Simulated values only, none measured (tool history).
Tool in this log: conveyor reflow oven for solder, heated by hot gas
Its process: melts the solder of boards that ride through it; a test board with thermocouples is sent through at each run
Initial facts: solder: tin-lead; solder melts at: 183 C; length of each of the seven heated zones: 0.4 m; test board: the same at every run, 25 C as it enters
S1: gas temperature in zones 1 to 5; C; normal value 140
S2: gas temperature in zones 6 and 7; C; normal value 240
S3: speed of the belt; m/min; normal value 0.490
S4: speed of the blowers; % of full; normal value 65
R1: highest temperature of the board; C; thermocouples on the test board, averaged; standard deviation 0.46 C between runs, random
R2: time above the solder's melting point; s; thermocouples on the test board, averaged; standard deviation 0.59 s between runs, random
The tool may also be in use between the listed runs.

Run 1, hour 0.0: usual settings. Result: R1 226.1 C, R2 83.2 s.
Run 2, hour 42.0: usual settings. Result: R1 226.6 C, R2 82.7 s.
Run 3, hour 93.3: usual settings. Result: R1 224.6 C, R2 83.2 s.
Run 4, hour 164.2: usual settings but S4 89 % of full. Result: R1 230.6 C, R2 86.5 s.
Run 5, hour 234.9: usual settings but S4 89 % of full. Result: R1 231.0 C, R2 86.3 s.
Run 6, hour 279.6: usual settings but S4 89 % of full. Result: R1 231.3 C, R2 87.4 s.
Run 7, hour 339.7: usual settings but S4 89 % of full. Result: R1 230.2 C, R2 86.0 s.
Run 8, hour 406.2: usual settings but S2 248 C. Result: R1 233.6 C, R2 87.3 s.
At hour 442.2: flux residue cleaned out of gas plates and filters.
Run 9, hour 464.6: usual settings but S2 248 C. Result: R1 232.6 C, R2 87.5 s.
Run 10, hour 516.7: usual settings but S2 239 C. Result: R1 225.8 C, R2 81.9 s.
Run 11, hour 594.2: usual settings but S2 233 C. Result: R1 220.2 C, R2 78.1 s.
Run 12, hour 659.3: usual settings but S2 233 C. Result: R1 219.9 C, R2 77.2 s.
At hour 682.2: belt drive overhauled, speed set with a stopwatch.
Run 13, hour 721.1: usual settings but S1 125 C. Result: R1 223.0 C, R2 74.4 s.
Run 14, hour 796.1: usual settings but S1 125 C. Result: R1 223.2 C, R2 74.2 s.
Run 15, hour 850.2: usual settings but S1 125 C. Result: R1 224.0 C, R2 74.6 s.
Run 16, hour 928.7: usual settings but S1 128 C. Result: R1 224.5 C, R2 76.6 s.

Expected results for the next run?
Run 17, hour 982.5: usual settings but S1 152 C, S3 0.565 m/min. Result: R1 ?, R2 ?.

Run 17 came out at R1 223.0 C, R2 74.4 s.
With no hidden state in the tool, this same run would have given R1 223.1 C, R2 74.5 s.
